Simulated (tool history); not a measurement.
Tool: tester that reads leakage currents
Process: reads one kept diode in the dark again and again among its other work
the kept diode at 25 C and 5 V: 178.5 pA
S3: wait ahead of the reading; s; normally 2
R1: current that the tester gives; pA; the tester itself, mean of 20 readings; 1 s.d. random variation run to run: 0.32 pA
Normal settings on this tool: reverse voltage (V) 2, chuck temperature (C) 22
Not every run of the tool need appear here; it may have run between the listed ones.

{"run": 1, "hour": 0.0, "reverse voltage (V)": 2, "chuck temperature (C)": 22, "S3": 2, "R1": 104.71}
{"run": 2, "hour": 20.9, "reverse voltage (V)": 2, "chuck temperature (C)": 22, "S3": 0.91, "R1": 105.09}
{"run": 3, "hour": 61.3, "reverse voltage (V)": 2, "chuck temperature (C)": 22, "S3": 0.91, "R1": 104.58}
{"run": 4, "hour": 94.5, "reverse voltage (V)": 2, "chuck temperature (C)": 22, "S3": 0.91, "R1": 104.53}
{"run": 5, "hour": 133.1, "reverse voltage (V)": 2, "chuck temperature (C)": 22, "S3": 0.91, "R1": 104.19}
{"run": 6, "hour": 172.4, "reverse voltage (V)": 2, "chuck temperature (C)": 22, "S3": 2, "R1": 103.93}
{"run": 7, "hour": 197.0, "reverse voltage (V)": 1.08, "chuck temperature (C)": 22, "S3": 2, "R1": 84.91}
{"run": 8, "hour": 240.0, "reverse voltage (V)": 2, "chuck temperature (C)": 22, "S3": 2, "R1": 103.71}
{"run": 9, "hour": 257.9, "reverse voltage (V)": 2, "chuck temperature (C)": 22, "S3": 2, "R1": 104.51}
{"run": 10, "hour": 293.9, "reverse voltage (V)": 2, "chuck temperature (C)": 22, "S3": 2, "R1": 104.12}
{"run": 11, "hour": 324.7, "reverse voltage (V)": 7.85, "chuck temperature (C)": 22, "S3": 6.73, "R1": 162.97}
{"run": 12, "hour": 349.1, "reverse voltage (V)": 1.27, "chuck temperature (C)": 21, "S3": 0.73, "R1": 83.49}
{"run": 13, "hour": 369.0, "reverse voltage (V)": 1.27, "chuck temperature (C)": 21, "S3": 0.73, "R1": 83.01}
{"hour": 399.2, "done": "chuck's temperature calibrated"}
{"run": 14, "hour": 399.6, "reverse voltage (V)": 1.27, "chuck temperature (C)": 31, "S3": 0.73, "R1": 183.47}
{"run": 15, "hour": 418.7, "reverse voltage (V)": 1.69, "chuck temperature (C)": 22, "S3": 4.04, "R1": 98.88}
{"run": 16, "hour": 448.6, "reverse voltage (V)": 2.13, "chuck temperature (C)": 34, "S3": 4.32, "R1": 270.99}

3 ways to go on from here, each from the tool as it stands after run 16. What would each give?
{"run": "A", "hour": 482.1, "reverse voltage (V)": 17.03, "chuck temperature (C)": 22, "S3": 2, "R1": "?"}
{"run": "B", "hour": 482.1, "reverse voltage (V)": 1.1, "chuck temperature (C)": 25, "S3": 3.65, "R1": "?"}
{"run": "C", "hour": 482.1, "reverse voltage (V)": 11.31, "chuck temperature (C)": 21, "S3": 1.13, "R1": "?"}

run=A R1=212.47
run=B R1=109.09
run=C R1=172.26
Without the tool's hidden state the same runs would have given:
run=A R1=212.35
run=B R1=109.1
run=C R1=172.19
